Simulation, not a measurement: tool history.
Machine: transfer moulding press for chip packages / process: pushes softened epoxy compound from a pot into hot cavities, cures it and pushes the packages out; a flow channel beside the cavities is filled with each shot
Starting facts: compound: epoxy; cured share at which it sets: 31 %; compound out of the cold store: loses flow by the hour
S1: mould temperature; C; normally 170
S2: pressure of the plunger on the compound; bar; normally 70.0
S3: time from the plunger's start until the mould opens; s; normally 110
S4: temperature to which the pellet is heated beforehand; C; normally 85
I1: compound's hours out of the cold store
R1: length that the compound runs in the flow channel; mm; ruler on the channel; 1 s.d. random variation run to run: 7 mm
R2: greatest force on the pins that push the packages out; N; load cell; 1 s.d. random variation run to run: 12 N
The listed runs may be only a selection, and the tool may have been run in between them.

run   hour   S1    S2   S3  S4    I1   R1    R2
  1    0.0  170  70.0  110  85  12.1  877   607
  2   14.1  170  70.0  110  85  44.4  788   606
  3   35.3  170  70.0  110  85  29.8  830   595
      45.8  -- cavities cleaned with cleaning compound and waxed
  4   57.8  170  70.0  110  85  37.3  809   592
  5   77.6  170  70.0  132  85  11.8  857   500
  6   94.2  170  70.0  132  85  41.0  807   481
  7  111.3  170  70.0  132  85  12.2  859   491
     123.3  -- cavities cleaned with cleaning compound and waxed
  8  137.4  170  70.0  110  85  34.1  808   590
  9  156.0  170  62.6  110  85  26.1  778   596
 10  176.2  170  62.6  110  85  23.6  790   604
 11  186.7  170  62.6  110  85  17.7  800   608
     202.0  -- cavities cleaned with cleaning compound and waxed
 12  208.8  170  62.6  110  85  20.7  799   602
 13  229.1  170  62.6  110  82  45.4  746   572
 14  251.2  170  70.0  110  85  19.5  848   606
 15  275.6  170  70.0  110  85  27.4  833   592
     280.8  -- cavities cleaned with cleaning compound and waxed
 16  297.0  168  86.1  111  85  32.2  905   653
 17  318.3  176  55.5  108  75  14.3  742   482
 18  341.9  172  55.5  108  75  23.3  736   580
     358.1  -- cavities cleaned with cleaning compound and waxed
 19  365.9  172  55.5   92  86  25.3  740   732
 20  382.5  172  55.5   92  86  13.1  757   736
     404.8  -- plunger's sealing rings changed
 21  409.8  176  66.7  145  87  35.5  769   437
 22  426.9  168  55.9  120  80  32.2  747   593
     438.6  -- cavities cleaned with cleaning compound and waxed
 23  438.6  165  54.9  117  80  10.0  774   753
 24  451.9  170  70.0  138  85  40.5  800   486
 25  471.4  170  70.0  138  85  45.2  801   464
 26  485.3  176  70.0  100  75  14.7  838   521
 27  505.8  176  58.6  100  75  45.7  698   503
     515.8  -- cavities cleaned with cleaning compound and waxed
 28  528.3  165  62.3  100  75  19.4  828  1071

What if the next run were any one of these 4? Each begins from the tool's condition after run 28:
  A  539.9  170  70.0  110  85  44.8   ?   ?
  B  539.9  163  62.3  100  75  28.4   ?   ?
  C  539.9  172  70.0  110  92  44.0   ?   ?
  D  539.9  169  53.9  130  85  26.8   ?   ?

run   R1    R2
  A  798   607
  B  806  1208
  C  787   542
  D  732   508
Had the tool no hidden state, the same runs would have come out as:
run   R1    R2
  A  798   604
  B  806  1202
  C  787   539
  D  732   506
